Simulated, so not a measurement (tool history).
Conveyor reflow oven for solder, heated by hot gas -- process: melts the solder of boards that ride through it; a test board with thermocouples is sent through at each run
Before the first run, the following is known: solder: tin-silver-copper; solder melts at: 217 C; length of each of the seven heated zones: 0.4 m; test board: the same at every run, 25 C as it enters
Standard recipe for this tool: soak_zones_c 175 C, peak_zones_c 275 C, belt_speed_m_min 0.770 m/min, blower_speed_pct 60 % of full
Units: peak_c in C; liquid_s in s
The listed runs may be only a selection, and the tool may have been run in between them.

run,hour,soak_zones_c,peak_zones_c,belt_speed_m_min,blower_speed_pct,peak_c,liquid_s
1,0.0,175,275,0.770,60,251.5,45.9
2,30.7,175,275,0.770,60,251.8,45.9
3,43.9,175,275,0.770,60,252.2,45.9
4,60.0,175,275,0.770,69,253.3,47.6
5,75.5,175,275,0.770,69,253.5,47.4
6,91.4,175,275,0.770,69,253.6,47.0
7,121.5,175,275,0.770,69,253.1,47.3
8,146.6,175,275,0.770,69,252.8,47.2
# hour 153.0: belt drive overhauled, speed set with a stopwatch
9,182.6,179,275,0.770,60,252.1,47.4
10,208.0,179,275,0.770,60,251.5,47.8
11,229.1,179,275,0.770,60,251.3,47.3
12,259.3,175,275,0.770,77,253.9,48.0
# hour 287.9: flux residue cleaned out of gas plates and filters
13,296.4,175,275,0.770,77,256.0,49.7
14,317.1,175,275,0.770,77,255.7,49.2
# hour 344.3: belt drive overhauled, speed set with a stopwatch, once more
15,344.3,175,289,0.770,60,262.9,51.6
16,364.0,175,289,0.770,60,263.7,51.9
17,379.0,175,272,0.687,82,256.7,56.0
18,407.6,175,282,0.785,65,257.6,48.6
19,437.8,175,275,0.861,65,247.8,38.2
20,462.1,175,275,0.861,65,247.4,38.2
21,482.7,175,275,0.861,65,247.2,37.7

Predict the results of run 22:
22,508.6,174,272,0.770,78,?,?

Run 22 gave peak_c 251.4 C, liquid_s 45.7 s.
On a tool with no hidden condition, and with the same random variation, this run would have come out at peak_c 254.9 C, liquid_s 47.7 s.

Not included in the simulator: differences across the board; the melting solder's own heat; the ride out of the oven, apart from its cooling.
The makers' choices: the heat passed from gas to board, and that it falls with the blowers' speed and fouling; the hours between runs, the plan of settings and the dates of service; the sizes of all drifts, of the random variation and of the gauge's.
